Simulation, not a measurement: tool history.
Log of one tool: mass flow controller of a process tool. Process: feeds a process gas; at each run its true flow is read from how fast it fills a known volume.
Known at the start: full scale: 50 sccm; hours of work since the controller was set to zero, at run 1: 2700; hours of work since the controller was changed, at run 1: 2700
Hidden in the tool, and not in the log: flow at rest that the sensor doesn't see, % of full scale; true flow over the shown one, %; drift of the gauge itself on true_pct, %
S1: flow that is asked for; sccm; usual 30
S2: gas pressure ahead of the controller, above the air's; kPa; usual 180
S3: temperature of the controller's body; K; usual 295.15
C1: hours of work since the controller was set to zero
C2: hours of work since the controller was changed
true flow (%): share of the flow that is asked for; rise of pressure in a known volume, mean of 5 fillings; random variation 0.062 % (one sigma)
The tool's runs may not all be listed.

Run 1, hour 0: usual settings; C1 2700; C2 2700. Result: true flow (%) 98.73.
Run 2, hour 95: usual settings; C1 2749; C2 2749. Result: true flow (%) 98.61.
Run 3, hour 235: usual settings; C1 2822; C2 2822. Result: true flow (%) 98.62.
Run 4, hour 333.3: usual settings; C1 2873; C2 2873. Result: true flow (%) 98.74.
Run 5, hour 451.3: usual settings but S2 189 kPa; C1 2935; C2 2935. Result: true flow (%) 98.62.
Run 6, hour 601.3: usual settings but S1 8 sccm, S2 189 kPa; C1 3013; C2 3013. Result: true flow (%) 95.16.
Run 7, hour 749.5: usual settings but S1 8 sccm, S2 189 kPa; C1 3090; C2 3090. Result: true flow (%) 94.96.
Run 8, hour 841.5: usual settings but S3 303.15 K; C1 3138; C2 3138. Result: true flow (%) 99.31.
Run 9, hour 947.2: usual settings but S3 303.15 K; C1 3193; C2 3193. Result: true flow (%) 99.35.
Run 10, hour 1103.4: usual settings but S3 303.15 K; C1 3274; C2 3274. Result: true flow (%) 99.25.
Run 11, hour 1256.9: usual settings but S3 303.15 K; C1 3354; C2 3354. Result: true flow (%) 99.28.
Run 12, hour 1397.4: usual settings but S2 143 kPa; C1 3427; C2 3427. Result: true flow (%) 99.04.
Run 13, hour 1575.5: usual settings; C1 3520; C2 3520. Result: true flow (%) 98.69.
Run 14, hour 1663.4: usual settings; C1 3565; C2 3565. Result: true flow (%) 98.71.
Run 15, hour 1851.4: usual settings; C1 3663; C2 3663. Result: true flow (%) 98.63.
Run 16, hour 1975.8: usual settings; C1 3728; C2 3728. Result: true flow (%) 98.7.
Run 17, hour 2131.2: usual settings; C1 3809; C2 3809. Result: true flow (%) 98.66.
Run 18, hour 2290.6: usual settings; C1 3892; C2 3892. Result: true flow (%) 98.6.
Run 19, hour 2380.5: usual settings; C1 3938; C2 3938. Result: true flow (%) 98.58.
Run 20, hour 2461.5: usual settings but S3 306.15 K; C1 3981; C2 3981. Result: true flow (%) 99.51.
Run 21, hour 2557.2: usual settings but S2 224 kPa, S3 306.15 K; C1 4030; C2 4030. Result: true flow (%) 99.23.
Run 22, hour 2727.5: usual settings but S1 32 sccm, S2 226 kPa, S3 306.15 K; C1 4119; C2 4119. Result: true flow (%) 99.37.
Run 23, hour 2813.3: usual settings but S1 7 sccm, S2 226 kPa, S3 302.15 K; C1 4164; C2 4164. Result: true flow (%) 93.78.
At hour 2926.8: controller's zero set anew.
Run 24, hour 2932.3: usual settings but S1 7 sccm, S2 226 kPa, S3 302.15 K; C1 3; C2 4225. Result: true flow (%) 99.22.
Run 25, hour 3090.7: usual settings but S3 311.15 K; C1 85; C2 4308. Result: true flow (%) 101.19.
Run 26, hour 3225.9: usual settings but S1 10 sccm; C1 156; C2 4378. Result: true flow (%) 98.97.
Run 27, hour 3388.2: usual settings but S1 26 sccm, S2 257 kPa, S3 312.15 K; C1 240; C2 4462. Result: true flow (%) 100.49.
Run 28, hour 3572.6: usual settings but S1 26 sccm, S2 201 kPa, S3 312.15 K; C1 336; C2 4558. Result: true flow (%) 100.93.
Run 29, hour 3718.1: usual settings but S1 17 sccm, S2 276 kPa; C1 412; C2 4634. Result: true flow (%) 98.5.
Run 30, hour 3905.2: usual settings but S1 17 sccm, S2 276 kPa; C1 509; C2 4731. Result: true flow (%) 98.54.
Run 31, hour 4015.5: usual settings but S1 17 sccm, S2 170 kPa; C1 567; C2 4789. Result: true flow (%) 99.27.
Run 32, hour 4174.2: usual settings but S1 17 sccm, S2 170 kPa, S3 311.15 K; C1 649; C2 4871. Result: true flow (%) 100.4.
Run 33, hour 4293.5: usual settings but S1 17 sccm, S2 170 kPa, S3 311.15 K; C1 711; C2 4934. Result: true flow (%) 100.42.
Run 34, hour 4445.5: usual settings but S1 6 sccm, S2 254 kPa, S3 306.15 K; C1 790; C2 5013. Result: true flow (%) 98.19.
Run 35, hour 4560.2: usual settings but S1 6 sccm, S2 254 kPa, S3 306.15 K; C1 850; C2 5072. Result: true flow (%) 98.25.
Run 36, hour 4673.2: usual settings but S1 5 sccm; C1 909; C2 5131. Result: true flow (%) 97.31.
Run 37, hour 4814.5: usual settings but S1 15 sccm, S3 293.15 K; C1 982; C2 5205. Result: true flow (%) 98.8.
Run 38, hour 4958.2: usual settings but S2 209 kPa, S3 305.15 K; C1 1057; C2 5279. Result: true flow (%) 100.44.
Run 39, hour 5121.2: usual settings but S2 209 kPa, S3 305.15 K; C1 1142; C2 5364. Result: true flow (%) 100.35.
Run 40, hour 5297.8: usual settings but S1 40 sccm, S2 214 kPa; C1 1234; C2 5456. Result: true flow (%) 100.15.

Some steps in true flow (%) between neighbouring runs. How much of each would the tool show without its hidden state too (settings, what came in, random variation), and how much is left for the hidden state, with any gauge scatter that isn't in both results?
Run 7 -> 8: S1 8 -> 30, S2 189 -> 180, S3 295.15 -> 303.15. true flow (%) +4.35: hidden state +2.68, all else +1.67.
Run 22 -> 23: S1 32 -> 7, S3 306.15 -> 302.15. true flow (%) -5.59: hidden state -4.27, all else -1.32.
Run 23 -> 24: controller's zero set anew. true flow (%) +5.44: hidden state +5.35, all else +0.09.
